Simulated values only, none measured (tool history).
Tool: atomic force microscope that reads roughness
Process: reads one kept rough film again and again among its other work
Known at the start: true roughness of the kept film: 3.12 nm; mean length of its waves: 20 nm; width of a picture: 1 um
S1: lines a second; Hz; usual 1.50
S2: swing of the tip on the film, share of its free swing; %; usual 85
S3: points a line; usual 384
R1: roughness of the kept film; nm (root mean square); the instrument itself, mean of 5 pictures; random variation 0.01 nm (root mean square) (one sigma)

run   hour    S1  S2   S3     R1
  1    0.0  1.50  85  384  2.424
  2    9.9  1.50  85  407  2.337
  3   19.2  1.50  79  384  2.330
  4   28.3  1.50  85  384  2.204
  5   41.9  1.50  85  384  2.127
  6   56.8  1.50  61  384  2.198
  7   67.1  1.50  63  384  2.113
      71.2  -- new tip fitted
  8   78.5  1.50  85  384  2.333
  9   94.2  1.50  85  330  2.226
 10  108.4  2.30  85  384  2.078
 11  118.3  2.30  85  384  2.005
 12  130.8  2.30  85  462  1.951
 13  141.8  2.30  85  462  1.890
     145.5  -- new tip fitted
 14  154.1  1.50  85  638  2.375
 15  174.7  1.88  89  774  2.143
 16  184.7  1.88  89  774  2.059
 17  195.0  1.14  82  348  2.133
 18  210.4  2.64  72  348  2.017
     219.8  -- new tip fitted
 19  227.1  2.64  72  348  2.370
 20  243.6  2.64  72  348  2.253
     246.4  -- height scale calibrated on a step standard
 21  258.4  2.64  72  348  2.151
 22  273.6  1.93  84  953  2.028
 23  292.1  1.93  84  953  1.923
     294.5  -- new tip fitted
 24  304.9  0.51  77  953  2.557
     307.2  -- height scale calibrated on a step standard, once more
 25  319.7  0.52  73  280  2.372
 26  329.3  3.49  62  767  2.268
 27  349.0  3.49  62  767  2.140
 28  364.6  1.38  71  269  2.053

Forecast each of these 3 alternatives for the next run:
     369.7  -- new tip fitted
  A  379.6  1.50  63  384   ?
     369.7  -- new tip fitted
  B  379.6  1.38  71  301   ?
     369.7  -- new tip fitted
  C  379.6  3.35  61  410   ?

run     R1
  A  2.493
  B  2.449
  C  2.440
Without the tool's hidden state the same runs would have given:
run     R1
  A  2.568
  B  2.523
  C  2.514
